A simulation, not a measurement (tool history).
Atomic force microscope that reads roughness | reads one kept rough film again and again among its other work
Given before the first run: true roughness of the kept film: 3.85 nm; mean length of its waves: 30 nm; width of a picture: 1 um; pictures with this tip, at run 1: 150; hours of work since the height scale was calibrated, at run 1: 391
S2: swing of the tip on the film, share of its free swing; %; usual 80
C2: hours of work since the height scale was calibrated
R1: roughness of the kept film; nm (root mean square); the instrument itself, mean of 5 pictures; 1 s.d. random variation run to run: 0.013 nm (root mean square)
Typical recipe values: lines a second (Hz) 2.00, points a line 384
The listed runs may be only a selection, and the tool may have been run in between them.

run 1 day=0.000 | lines_a_second_(Hz)=2.00 S2=80 points_a_line=384 | pictures_with_this_tip=150 C2=391 | R1=2.180
run 2 day=0.825 | lines_a_second_(Hz)=2.00 S2=75 points_a_line=384 | pictures_with_this_tip=171 C2=404 | R1=2.170
-- day=2.233 new tip fitted
run 3 day=2.312 | lines_a_second_(Hz)=2.00 S2=75 points_a_line=384 | pictures_with_this_tip=2 C2=428 | R1=3.018
run 4 day=2.979 | lines_a_second_(Hz)=2.00 S2=75 points_a_line=384 | pictures_with_this_tip=19 C2=439 | R1=2.907
run 5 day=3.642 | lines_a_second_(Hz)=2.00 S2=75 points_a_line=384 | pictures_with_this_tip=36 C2=449 | R1=2.791
run 6 day=5.129 | lines_a_second_(Hz)=1.36 S2=80 points_a_line=384 | pictures_with_this_tip=74 C2=473 | R1=2.646
run 7 day=5.996 | lines_a_second_(Hz)=1.36 S2=80 points_a_line=384 | pictures_with_this_tip=96 C2=487 | R1=2.521
run 8 day=7.038 | lines_a_second_(Hz)=2.00 S2=80 points_a_line=384 | pictures_with_this_tip=122 C2=504 | R1=2.343
run 9 day=7.908 | lines_a_second_(Hz)=2.00 S2=80 points_a_line=384 | pictures_with_this_tip=144 C2=518 | R1=2.259
run 10 day=9.221 | lines_a_second_(Hz)=2.00 S2=80 points_a_line=384 | pictures_with_this_tip=178 C2=540 | R1=2.158
run 11 day=9.871 | lines_a_second_(Hz)=2.00 S2=80 points_a_line=384 | pictures_with_this_tip=194 C2=550 | R1=2.106
-- day=10.308 new tip fitted
run 12 day=11.267 | lines_a_second_(Hz)=2.00 S2=80 points_a_line=1003 | pictures_with_this_tip=24 C2=572 | R1=2.842
run 13 day=11.908 | lines_a_second_(Hz)=2.00 S2=80 points_a_line=1003 | pictures_with_this_tip=41 C2=583 | R1=2.743
run 14 day=13.092 | lines_a_second_(Hz)=2.00 S2=80 points_a_line=384 | pictures_with_this_tip=71 C2=602 | R1=2.604
run 15 day=13.812 | lines_a_second_(Hz)=2.00 S2=80 points_a_line=384 | pictures_with_this_tip=89 C2=614 | R1=2.491
run 16 day=15.121 | lines_a_second_(Hz)=2.00 S2=80 points_a_line=384 | pictures_with_this_tip=123 C2=635 | R1=2.361
run 17 day=16.500 | lines_a_second_(Hz)=2.00 S2=80 points_a_line=384 | pictures_with_this_tip=158 C2=657 | R1=2.213
run 18 day=17.733 | lines_a_second_(Hz)=2.00 S2=80 points_a_line=384 | pictures_with_this_tip=189 C2=677 | R1=2.117
-- day=18.333 new tip fitted
run 19 day=18.596 | lines_a_second_(Hz)=2.00 S2=80 points_a_line=384 | pictures_with_this_tip=6 C2=691 | R1=2.918
run 20 day=19.500 | lines_a_second_(Hz)=0.64 S2=63 points_a_line=316 | pictures_with_this_tip=29 C2=705 | R1=3.013
run 21 day=20.512 | lines_a_second_(Hz)=0.64 S2=63 points_a_line=316 | pictures_with_this_tip=55 C2=722 | R1=2.862
run 22 day=21.217 | lines_a_second_(Hz)=2.00 S2=67 points_a_line=762 | pictures_with_this_tip=73 C2=733 | R1=2.698
run 23 day=22.583 | lines_a_second_(Hz)=0.67 S2=69 points_a_line=282 | pictures_with_this_tip=108 C2=755 | R1=2.584
run 24 day=23.246 | lines_a_second_(Hz)=0.87 S2=61 points_a_line=1010 | pictures_with_this_tip=125 C2=766 | R1=2.553
run 25 day=24.188 | lines_a_second_(Hz)=0.87 S2=86 points_a_line=638 | pictures_with_this_tip=149 C2=781 | R1=2.354
-- day=24.362 height scale calibrated on a step standard
run 26 day=25.654 | lines_a_second_(Hz)=0.87 S2=86 points_a_line=638 | pictures_with_this_tip=185 C2=21 | R1=2.219
-- day=26.458 new tip fitted
-- day=26.658 height scale calibrated on a step standard, once more
run 27 day=26.658 | lines_a_second_(Hz)=0.87 S2=63 points_a_line=551 | pictures_with_this_tip=4 C2=0 | R1=3.172
run 28 day=27.783 | lines_a_second_(Hz)=1.18 S2=63 points_a_line=853 | pictures_with_this_tip=33 C2=18 | R1=2.973
run 29 day=28.850 | lines_a_second_(Hz)=1.18 S2=63 points_a_line=853 | pictures_with_this_tip=60 C2=36 | R1=2.811
run 30 day=29.662 | lines_a_second_(Hz)=2.00 S2=71 points_a_line=699 | pictures_with_this_tip=81 C2=49 | R1=2.602
run 31 day=30.800 | lines_a_second_(Hz)=1.36 S2=68 points_a_line=503 | pictures_with_this_tip=110 C2=67 | R1=2.558
run 32 day=31.983 | lines_a_second_(Hz)=1.47 S2=78 points_a_line=366 | pictures_with_this_tip=140 C2=86 | R1=2.340
run 33 day=33.396 | lines_a_second_(Hz)=0.52 S2=67 points_a_line=601 | pictures_with_this_tip=176 C2=109 | R1=2.339
run 34 day=34.146 | lines_a_second_(Hz)=0.52 S2=60 points_a_line=466 | pictures_with_this_tip=195 C2=121 | R1=2.280
-- day=34.533 new tip fitted
run 35 day=35.446 | lines_a_second_(Hz)=0.52 S2=60 points_a_line=466 | pictures_with_this_tip=23 C2=142 | R1=3.101
run 36 day=36.296 | lines_a_second_(Hz)=0.51 S2=60 points_a_line=873 | pictures_with_this_tip=45 C2=156 | R1=2.952
run 37 day=37.592 | lines_a_second_(Hz)=0.76 S2=60 points_a_line=505 | pictures_with_this_tip=78 C2=177 | R1=2.755

A few steps of R1 between consecutive runs. Split each: what settings, incoming material and random variation would produce without the hidden state, and what is left over for the hidden state, along with gauge scatter present in only one of the two compared results (measured, and without hidden state):
The tool's hidden condition here consists of: radius of the tip, nm; height scale over the true one, %; drift of the gauge itself on roughness_nm, %.
Run 2 -> 3: new tip fitted. R1 +0.848 nm (root mean square): hidden state +0.870, all else -0.022.
Run 26 -> 27: S2 86 -> 63, points a line 638 -> 551, new tip fitted, height scale calibrated on a step standard, once more. R1 +0.953 nm (root mean square): hidden state +0.829, all else +0.124.
Run 34 -> 35: new tip fitted. R1 +0.821 nm (root mean square): hidden state +0.800, all else +0.021.

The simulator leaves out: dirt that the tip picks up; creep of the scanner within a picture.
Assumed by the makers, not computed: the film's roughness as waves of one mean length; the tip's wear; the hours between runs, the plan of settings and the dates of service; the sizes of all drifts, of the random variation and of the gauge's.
